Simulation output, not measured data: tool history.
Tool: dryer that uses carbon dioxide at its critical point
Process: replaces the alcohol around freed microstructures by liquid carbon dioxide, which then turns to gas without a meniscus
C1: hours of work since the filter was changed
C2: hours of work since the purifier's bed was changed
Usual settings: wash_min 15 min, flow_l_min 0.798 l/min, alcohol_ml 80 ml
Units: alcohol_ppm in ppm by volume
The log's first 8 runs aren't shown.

Run 9, hour 216.1: usual settings but alcohol_ml 113 ml; C1 178; C2 129. Result: alcohol_ppm 393 ppm by volume.
Run 10, hour 242.1: usual settings but alcohol_ml 113 ml; C1 187; C2 138. Result: alcohol_ppm 404 ppm by volume.
Run 11, hour 259.2: usual settings but flow_l_min 0.491 l/min; C1 192; C2 144. Result: alcohol_ppm 1893 ppm by volume.
Run 12, hour 285.9: usual settings but flow_l_min 0.491 l/min; C1 201; C2 152. Result: alcohol_ppm 1866 ppm by volume.
Run 13, hour 310.6: usual settings but flow_l_min 0.491 l/min; C1 209; C2 160. Result: alcohol_ppm 1924 ppm by volume.
Run 14, hour 341.1: usual settings but flow_l_min 0.491 l/min; C1 219; C2 170. Result: alcohol_ppm 1934 ppm by volume.
Run 15, hour 372.6: usual settings; C1 229; C2 181. Result: alcohol_ppm 315 ppm by volume.
Run 16, hour 409.9: usual settings; C1 241; C2 193. Result: alcohol_ppm 323 ppm by volume.
Run 17, hour 430.7: usual settings but flow_l_min 0.881 l/min, alcohol_ml 66 ml; C1 248; C2 200. Result: alcohol_ppm 163 ppm by volume.
Run 18, hour 462.6: usual settings but flow_l_min 0.881 l/min, alcohol_ml 66 ml; C1 259; C2 210. Result: alcohol_ppm 177 ppm by volume.
Run 19, hour 493.6: usual settings but wash_min 14 min, flow_l_min 0.877 l/min, alcohol_ml 66 ml; C1 269; C2 220. Result: alcohol_ppm 259 ppm by volume.
Run 20, hour 521.8: usual settings but wash_min 14 min, flow_l_min 0.877 l/min, alcohol_ml 66 ml; C1 278; C2 229. Result: alcohol_ppm 253 ppm by volume.
Run 21, hour 546: usual settings; C1 286; C2 237. Result: alcohol_ppm 343 ppm by volume.
Run 22, hour 576.3: usual settings; C1 296; C2 247. Result: alcohol_ppm 341 ppm by volume.
Run 23, hour 608: usual settings but wash_min 21 min, flow_l_min 1.162 l/min, alcohol_ml 44 ml; C1 306; C2 257. Result: alcohol_ppm 19 ppm by volume.
Run 24, hour 637.8: usual settings but wash_min 21 min, flow_l_min 0.815 l/min, alcohol_ml 27 ml; C1 316; C2 267. Result: alcohol_ppm 29 ppm by volume.
Run 25, hour 673.5: usual settings but wash_min 21 min, flow_l_min 1.161 l/min, alcohol_ml 31 ml; C1 328; C2 279. Result: alcohol_ppm 21 ppm by volume.
Run 26, hour 689.3: usual settings but wash_min 14 min, alcohol_ml 49 ml; C1 333; C2 284. Result: alcohol_ppm 321 ppm by volume.
Run 27, hour 717.7: usual settings but flow_l_min 0.513 l/min, alcohol_ml 83 ml; C1 342; C2 293. Result: alcohol_ppm 2044 ppm by volume.
Run 28, hour 733.1: usual settings but wash_min 18 min, flow_l_min 0.503 l/min, alcohol_ml 69 ml; C1 347; C2 298. Result: alcohol_ppm 989 ppm by volume.
Run 29, hour 770.1: usual settings but wash_min 21 min, flow_l_min 1.02 l/min, alcohol_ml 104 ml; C1 359; C2 310. Result: alcohol_ppm 32 ppm by volume.
Run 30, hour 793.3: usual settings but wash_min 12 min, flow_l_min 1.02 l/min, alcohol_ml 43 ml; C1 367; C2 318. Result: alcohol_ppm 206 ppm by volume.
Run 31, hour 814.5: usual settings but wash_min 12 min, flow_l_min 1.02 l/min, alcohol_ml 43 ml; C1 374; C2 325. Result: alcohol_ppm 204 ppm by volume.
Run 32, hour 831.6: usual settings but wash_min 22 min, flow_l_min 0.973 l/min, alcohol_ml 29 ml; C1 379; C2 330. Result: alcohol_ppm 27 ppm by volume.

Forecast each of these 3 alternatives for the next run:
Run A, hour 867.8: usual settings but wash_min 11 min, flow_l_min 0.514 l/min, alcohol_ml 41 ml; C1 391; C2 342. Result: alcohol_ppm ?.
Run B, hour 867.8: usual settings but wash_min 21 min, flow_l_min 0.576 l/min, alcohol_ml 65 ml; C1 391; C2 342. Result: alcohol_ppm ?.
Run C, hour 867.8: usual settings but wash_min 13 min, flow_l_min 0.608 l/min, alcohol_ml 47 ml; C1 391; C2 342. Result: alcohol_ppm ?.

run  alcohol_ppm
  A         2364
  B          321
  C         1089
Without the tool's hidden state the same runs would have given:
run  alcohol_ppm
  A         1746
  B          160
  C          709
